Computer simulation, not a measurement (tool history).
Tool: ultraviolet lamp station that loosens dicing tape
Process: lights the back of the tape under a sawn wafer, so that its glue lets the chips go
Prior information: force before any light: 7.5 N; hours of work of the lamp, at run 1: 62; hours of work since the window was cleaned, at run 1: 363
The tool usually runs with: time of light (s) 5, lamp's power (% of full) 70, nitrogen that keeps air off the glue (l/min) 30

run	day	time of light (s)	lamp's power (% of full)	nitrogen that keeps air off the glue (l/min)	hours of work of the lamp	hours of work since the window was cleaned	force that peels the tape off (N)	light that reached the tape (mJ/cm²)
1	0.000	5	70	30	62	363	0.578	324
2	3.404	5	70	30	121	422	0.626	310
3	6.671	5	70	36	178	480	0.620	300
4	8.438	5	70	30	209	511	0.693	290
5	11.075	5	70	30	255	557	0.766	278
6	14.596	5	70	30	317	618	0.806	271
# day 17.529: window cleaned of glue's vapour
7	18.562	5	72	30	386	18	0.966	249
8	22.017	5	70	30	446	78	1.076	227
# day 23.550: window cleaned of glue's vapour, once more
9	24.800	5	70	30	495	22	0.803	269
10	28.433	5	70	30	558	85	0.878	257
11	31.058	5	70	9	604	131	1.696	246
12	34.292	5	70	9	661	188	1.814	236
# day 37.754: lamp changed
13	37.817	4	70	9	1	249	1.377	277
14	41.488	2	70	30	65	313	2.376	131
15	43.954	2	70	30	108	356	2.425	132
16	47.100	2	70	30	164	411	2.555	128
17	50.158	2	70	30	217	465	2.632	120
18	52.842	5	70	30	264	512	0.724	290
19	55.983	5	70	30	319	567	0.795	275
20	58.108	5	70	30	356	604	0.804	265
21	61.288	5	70	30	412	660	0.901	254
# day 61.758: window cleaned of glue's vapour
22	63.908	2	78	10	457	38	3.320	121
23	65.650	5	75	30	488	68	0.731	285
24	67.371	5	75	30	518	98	0.780	279
25	70.500	5	75	30	573	153	0.858	261
26	73.225	3	75	34	620	201	1.914	154
27	76.071	4	76	30	670	250	1.390	198
28	78.604	3	78	17	714	295	2.431	144
# day 78.900: lamp changed
29	81.846	3	86	31	52	351	1.017	241
30	85.688	3	86	31	119	418	1.049	232
31	87.929	8	68	32	158	457	0.316	472
32	91.400	2	70	39	219	518	2.512	121
33	93.550	5	78	28	256	556	0.621	320
34	95.629	5	78	28	293	592	0.657	314
35	99.600	5	78	28	362	661	0.740	298
# day 99.925: window cleaned of glue's vapour
36	102.562	5	78	28	414	46	0.646	315
37	105.212	5	78	28	460	93	0.662	309
38	108.725	7	95	28	521	154	0.292	490
39	112.279	5	66	35	584	216	1.001	234
40	114.454	2	66	27	622	254	3.410	90
41	118.479	6	67	14	692	325	1.305	256
# day 120.154: lamp changed
42	121.517	6	67	14	24	377	0.627	388

Results per run with the tool's hidden condition removed, run-to-run variation unchanged:
Hidden conditions of the tool in this case: lamp's light, % of a new lamp's; light that the window lets through, % of a clean one's; drift of the gauge itself on peel_n, %; drift of the gauge itself on dose_mj_cm2, %.
run	force that peels the tape off (N)	light that reached the tape (mJ/cm²)
1	0.469	364
2	0.471	365
3	0.431	368
4	0.463	363
5	0.477	363
6	0.462	370
7	0.456	377
8	0.477	363
9	0.465	365
10	0.458	368
11	0.890	367
12	0.896	368
13	1.267	292
14	2.116	145
15	2.092	150
16	2.120	150
17	2.093	148
18	0.472	367
19	0.475	365
20	0.459	363
21	0.474	364
22	2.561	162
23	0.417	393
24	0.425	394
25	0.425	388
26	0.991	237
27	0.607	319
28	1.215	244
29	0.844	268
30	0.806	270
31	0.270	564
32	1.938	150
33	0.405	411
34	0.404	414
35	0.411	415
36	0.422	404
37	0.402	412
38	0.231	689
39	0.501	345
40	2.284	138
41	0.548	420
42	0.538	422

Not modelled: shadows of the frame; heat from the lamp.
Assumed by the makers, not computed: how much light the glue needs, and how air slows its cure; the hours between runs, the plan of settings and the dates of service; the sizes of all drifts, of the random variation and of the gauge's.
